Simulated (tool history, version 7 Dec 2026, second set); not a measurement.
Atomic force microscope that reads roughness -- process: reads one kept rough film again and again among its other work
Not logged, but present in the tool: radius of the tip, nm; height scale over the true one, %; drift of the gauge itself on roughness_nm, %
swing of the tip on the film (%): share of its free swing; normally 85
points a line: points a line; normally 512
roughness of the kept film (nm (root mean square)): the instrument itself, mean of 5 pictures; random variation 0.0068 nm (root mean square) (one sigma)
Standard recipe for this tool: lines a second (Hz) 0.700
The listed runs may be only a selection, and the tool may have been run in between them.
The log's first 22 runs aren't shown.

run,hour,lines a second (Hz),swing of the tip on the film (%),points a line,pictures with this tip,hours of work since the height scale was calibrated,roughness of the kept film (nm (root mean square))
23,251.1,0.700,64,512,134,582,1.320
24,259.1,3.194,72,937,144,588,1.199
25,269.1,1.779,66,336,157,595,1.268
26,282.3,1.779,79,289,174,604,1.185
27,291.1,0.700,79,512,186,610,1.267
# hour 292.9: new tip fitted
28,304.6,1.000,83,827,15,619,1.342
29,314.7,1.000,83,827,28,627,1.335
30,329.3,0.700,90,993,47,637,1.319
31,340.2,0.700,68,399,61,644,1.354
32,347.2,2.264,68,599,70,649,1.296
33,354.6,1.261,86,269,80,654,1.238

Branching from run 33: 5 alternative next runs. What would each branch give?
A,361.0,1.261,75,269,88,659,?
B,361.0,3.646,55,335,88,659,?
C,361.0,1.729,58,308,88,659,?
D,361.0,0.802,82,332,88,659,?
E,361.0,3.618,69,491,88,659,?

run,roughness of the kept film (nm (root mean square))
A,1.282
B,1.317
C,1.334
D,1.292
E,1.227
Stripped of hidden state, with their random variation kept, the same runs would have yielded:
run,roughness of the kept film (nm (root mean square))
A,1.345
B,1.382
C,1.400
D,1.356
E,1.288
